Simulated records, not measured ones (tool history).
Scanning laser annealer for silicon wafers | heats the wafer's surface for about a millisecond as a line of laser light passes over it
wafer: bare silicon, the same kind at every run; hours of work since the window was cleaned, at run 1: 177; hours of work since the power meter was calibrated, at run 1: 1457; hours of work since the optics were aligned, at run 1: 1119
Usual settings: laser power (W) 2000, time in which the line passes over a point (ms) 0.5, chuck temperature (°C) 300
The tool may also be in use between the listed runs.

run	day	laser power (W)	time in which the line passes over a point (ms)	chuck temperature (°C)	hours of work since the window was cleaned	hours of work since the power meter was calibrated	hours of work since the optics were aligned	highest temperature of the surface (°C)
1	0	2000	0.5	300	177	1457	1119	1066
2	3.204	2000	0.5	270	223	1503	1164	1037
3	5.071	2000	0.5	329	249	1529	1191	1093
4	8.438	2000	0.5	296	298	1578	1239	1062
5	11.621	2000	0.5	300	343	1623	1285	1067
6	13.817	2000	0.5	300	375	1655	1317	1062
7	16.017	2000	0.5	300	406	1686	1348	1065
8	17.667	2000	0.354	300	430	1710	1372	941
9	20.704	1994	0.354	300	473	1753	1415	939
# day 23.392: window over the wafer cleaned
10	23.8	1994	0.354	300	6	1797	1458	941
11	26.542	1994	0.447	300	45	1836	1498	1022
12	28.2	1994	0.447	300	69	1860	1521	1025
13	29.917	1790	0.447	300	94	1884	1546	933
14	33.229	1790	0.447	300	141	1932	1594	935
15	36.788	1790	0.447	300	192	1983	1645	938
16	39.367	2000	0.5	300	229	2020	1681	1066
17	41.488	2000	0.568	300	259	2050	1712	1119
18	44.162	2000	0.568	300	298	2088	1750	1115
19	47.571	2000	0.568	300	347	2137	1799	1116
20	49.712	2000	0.568	300	377	2168	1830	1120
21	52.992	2082	0.414	330	424	2215	1877	1060
22	55.962	1786	0.521	311	467	2257	1919	995
23	57.862	2000	0.453	300	494	2285	1947	1027
# day 59.125: window over the wafer cleaned
# day 59.608: optics aligned, line set to its width
24	60.062	2000	0.453	300	10	2312	7	1025
25	61.767	2042	0.373	292	35	2336	31	965
26	64.992	2042	0.373	292	81	2383	77	966
27	66.938	1843	0.5	315	109	2411	105	1009
28	69.117	2156	0.579	300	140	2442	136	1200
29	70.954	2000	0.372	262	167	2468	163	919
30	74.342	2000	0.372	262	215	2517	211	919
31	77.738	2000	0.355	300	264	2565	260	942
32	80.646	1878	0.351	300	305	2607	301	892
33	83.546	1878	0.351	300	347	2649	343	893
34	85.767	1995	0.459	300	379	2680	375	1027
35	88.846	1995	0.459	298	423	2725	419	1027
36	91.325	2115	0.5	290	458	2760	455	1108
37	92.854	1783	0.409	312	480	2782	476	919
# day 94.958: window over the wafer cleaned
38	95.688	1783	0.409	312	10	2821	516	916
39	97.738	2173	0.555	300	40	2851	545	1190

4 ways to go on from here, each from the tool as it stands after run 39. What would each give?
A	99.717	1701	0.361	290	68	2879	574	?
B	99.717	2122	0.555	327	68	2879	574	?
C	99.717	2000	0.57	300	68	2879	574	?
D	99.717	1702	0.52	322	68	2879	574	?

run	highest temperature of the surface (°C)
A	828
B	1196
C	1117
D	966
Without the tool's hidden state the same runs would have given:
run	highest temperature of the surface (°C)
A	828
B	1196
C	1118
D	966

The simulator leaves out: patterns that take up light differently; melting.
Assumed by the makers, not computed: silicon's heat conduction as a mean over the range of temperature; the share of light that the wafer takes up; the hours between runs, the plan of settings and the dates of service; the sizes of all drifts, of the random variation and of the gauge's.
